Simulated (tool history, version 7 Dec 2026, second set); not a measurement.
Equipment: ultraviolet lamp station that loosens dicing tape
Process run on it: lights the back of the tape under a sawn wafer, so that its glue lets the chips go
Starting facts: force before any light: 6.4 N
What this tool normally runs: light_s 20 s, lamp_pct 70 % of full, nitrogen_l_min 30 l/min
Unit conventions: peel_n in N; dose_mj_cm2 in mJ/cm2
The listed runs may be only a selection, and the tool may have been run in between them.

run   hour  light_s  lamp_pct  nitrogen_l_min  peel_n  dose_mj_cm2
  1      0       20        70              30   0.696          205
  2    9.9       24        70              30    0.47          249
  3   18.7       20        94              30   0.382          276
  4   24.6       20        70              30   0.691          205
  5   30.5       20        70              30   0.719          201
  6   38.1       20        70              30   0.718          206
  7     45       20        70              53   0.532          206
  8   52.2       20        70              31   0.696          202
  9   57.8       20        70              31   0.711          203
 10   65.8       20        70              31   0.712          203
      72.2  -- window cleaned of glue's vapour
 11   77.4       20        70              31   0.591          221
 12   84.8       10        70              31   1.855          112
 13   95.2       10        70              31   1.749          108
 14    101       10        61              14   2.766           99
 15  106.6       10        61              14   2.777           95
 16  115.9       12        90              30   0.988          169
 17  125.4       20        61              30   0.804          187
 18  130.4       20        61              30   0.799          190
 19  140.8       20        61              30   0.775          191
 20  149.6       20        61              30     0.8          194

Alternative continuations, all from the tool just after run 20; predict every row:
  A  160.5       20        77              30       ?            ?
  B  160.5       11        63              30       ?            ?
  C  160.5       19        93              11       ?            ?

run  peel_n  dose_mj_cm2
  A   0.491          242
  B   1.971          107
  C    0.73          275
With no hidden state in the tool, these same runs would have given:
run  peel_n  dose_mj_cm2
  A   0.423          259
  B   1.815          115
  C   0.636          294

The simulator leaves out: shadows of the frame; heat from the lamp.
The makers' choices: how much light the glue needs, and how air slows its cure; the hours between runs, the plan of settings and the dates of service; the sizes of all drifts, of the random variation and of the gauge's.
